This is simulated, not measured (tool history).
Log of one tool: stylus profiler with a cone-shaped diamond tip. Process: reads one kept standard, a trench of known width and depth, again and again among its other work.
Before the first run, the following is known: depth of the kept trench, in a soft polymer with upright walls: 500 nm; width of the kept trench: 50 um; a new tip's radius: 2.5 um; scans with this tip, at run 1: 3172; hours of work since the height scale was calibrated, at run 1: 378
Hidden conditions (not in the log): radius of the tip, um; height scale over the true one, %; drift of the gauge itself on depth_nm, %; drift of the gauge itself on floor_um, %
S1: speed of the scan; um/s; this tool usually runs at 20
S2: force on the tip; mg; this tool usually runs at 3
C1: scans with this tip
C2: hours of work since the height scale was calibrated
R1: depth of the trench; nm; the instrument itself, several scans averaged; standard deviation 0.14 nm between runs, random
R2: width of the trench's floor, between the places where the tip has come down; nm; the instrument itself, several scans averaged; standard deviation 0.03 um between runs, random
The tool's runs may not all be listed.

run 1 hour=0 | S1=20 S2=3 | C1=3172 C2=378 | R1=504.9 R2=46940
run 2 hour=22.5 | S1=20 S2=3 | C1=3256 C2=388 | R1=504.85 R2=46990
run 3 hour=33.8 | S1=20 S2=3 | C1=3298 C2=393 | R1=504.81 R2=46940
run 4 hour=50.7 | S1=20 S2=3.64 | C1=3360 C2=401 | R1=505.37 R2=46970
run 5 hour=72.4 | S1=20 S2=1.16 | C1=3441 C2=410 | R1=502.44 R2=46920
run 6 hour=94.3 | S1=20 S2=6.3 | C1=3522 C2=420 | R1=507.83 R2=46950
run 7 hour=106.9 | S1=20 S2=6.3 | C1=3569 C2=426 | R1=508.05 R2=47000
run 8 hour=126.7 | S1=9 S2=1.97 | C1=3642 C2=434 | R1=503.75 R2=46970
run 9 hour=142.4 | S1=20 S2=8.02 | C1=3701 C2=441 | R1=509.39 R2=46980
run 10 hour=168.4 | S1=41 S2=1.4 | C1=3797 C2=453 | R1=502.94 R2=46870
run 11 hour=194.2 | S1=48 S2=4.56 | C1=3893 C2=464 | R1=506.28 R2=46930

Here are 5 independent what-if runs from the current tool condition. What would each one return?
run A hour=212.1 | S1=53 S2=2.14 | C1=3960 C2=472 | R1=? R2=?
run B hour=212.1 | S1=10 S2=8.79 | C1=3960 C2=472 | R1=? R2=?
run C hour=212.1 | S1=15 S2=3.43 | C1=3960 C2=472 | R1=? R2=?
run D hour=212.1 | S1=48 S2=8.14 | C1=3960 C2=472 | R1=? R2=?
run E hour=212.1 | S1=5 S2=3 | C1=3960 C2=472 | R1=? R2=?

run=A R1=503.92 R2=46850
run=B R1=509.96 R2=46990
run=C R1=505.2 R2=46970
run=D R1=509.38 R2=46930
run=E R1=504.86 R2=47000
Without the tool's hidden state the same runs would have given:
run=A R1=503.91 R2=46860
run=B R1=509.94 R2=46990
run=C R1=505.19 R2=46980
run=D R1=509.37 R2=46930
run=E R1=504.85 R2=47000
